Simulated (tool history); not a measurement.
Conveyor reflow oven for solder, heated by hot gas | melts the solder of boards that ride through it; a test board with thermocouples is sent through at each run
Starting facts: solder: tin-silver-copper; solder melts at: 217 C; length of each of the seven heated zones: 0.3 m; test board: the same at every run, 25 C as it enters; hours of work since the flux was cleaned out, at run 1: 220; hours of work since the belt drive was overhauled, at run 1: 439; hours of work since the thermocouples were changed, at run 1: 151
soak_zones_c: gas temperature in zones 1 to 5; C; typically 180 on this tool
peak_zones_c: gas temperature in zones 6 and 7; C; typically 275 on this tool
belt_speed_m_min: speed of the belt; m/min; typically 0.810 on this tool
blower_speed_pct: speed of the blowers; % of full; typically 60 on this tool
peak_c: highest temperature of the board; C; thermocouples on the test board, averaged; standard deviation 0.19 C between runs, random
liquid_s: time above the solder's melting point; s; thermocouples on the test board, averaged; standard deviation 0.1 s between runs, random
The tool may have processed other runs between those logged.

run    hour  soak_zones_c  peak_zones_c  belt_speed_m_min  blower_speed_pct  hours of work since the flux was cleaned out  hours of work since the belt drive was overhauled  hours of work since the thermocouples were changed  peak_c  liquid_s
  1     0.0           180           275             0.810                60                                           220                                                439                                                 151   252.4      33.8
  2    72.0           180           275             0.810                60                                           253                                                473                                                 184   252.4      33.7
  3   121.6           180           275             0.810                60                                           276                                                496                                                 207   252.1      33.7
  4   184.2           180           275             0.810                60                                           305                                                525                                                 237   252.5      33.6
  5   217.8           180           275             0.810                60                                           321                                                541                                                 252   252.2      33.5
  6   290.2           180           275             0.810                60                                           355                                                574                                                 286   252.1      33.4
  7   323.9           180           275             0.810                60                                           371                                                590                                                 302   251.7      33.3
  8   373.3           180           275             0.810                60                                           393                                                613                                                 325   251.4      33.2
  9   436.0           180           275             0.810                60                                           423                                                642                                                 354   251.0      33.0
 10   517.8           180           275             0.810                60                                           461                                                680                                                 392   250.9      32.7
      539.9  -- flux residue cleaned out of gas plates and filters
 11   598.0           180           275             0.810                60                                            27                                                715                                                 427   255.4      35.1
 12   644.4           180           275             0.810                60                                            49                                                737                                                 448   254.9      35.3
 13   709.0           180           275             0.810                60                                            79                                                767                                                 478   255.0      35.2
 14   763.6           180           275             0.810                60                                           104                                                792                                                 504   254.7      34.8
 15   845.9           180           275             0.810                60                                           142                                                831                                                 542   254.4      34.9
      904.3  -- belt drive overhauled, speed set with a stopwatch
 16   907.4           169           282             0.810                60                                           169                                                  1                                                 569   256.9      33.4
 17   982.9           169           282             0.810                60                                           204                                                 37                                                 604   257.0      33.3
 18  1062.3           169           282             0.810                60                                           241                                                 74                                                 641   256.5      33.0
 19  1096.2           169           282             0.810                60                                           257                                                 89                                                 657   256.4      33.1

Run 20 comes next. What will it give?
     1117.0  -- thermocouples of zones 6 and 7 changed
 20  1154.8           172           273             0.787                86                                           283                                                116                                                  18       ?         ?

peak_c: 255.0 C
liquid_s: 34.6 s
On a tool with no hidden condition, and with the same random variation, this run would have come out at peak_c 257.8 C, liquid_s 36.0 s.
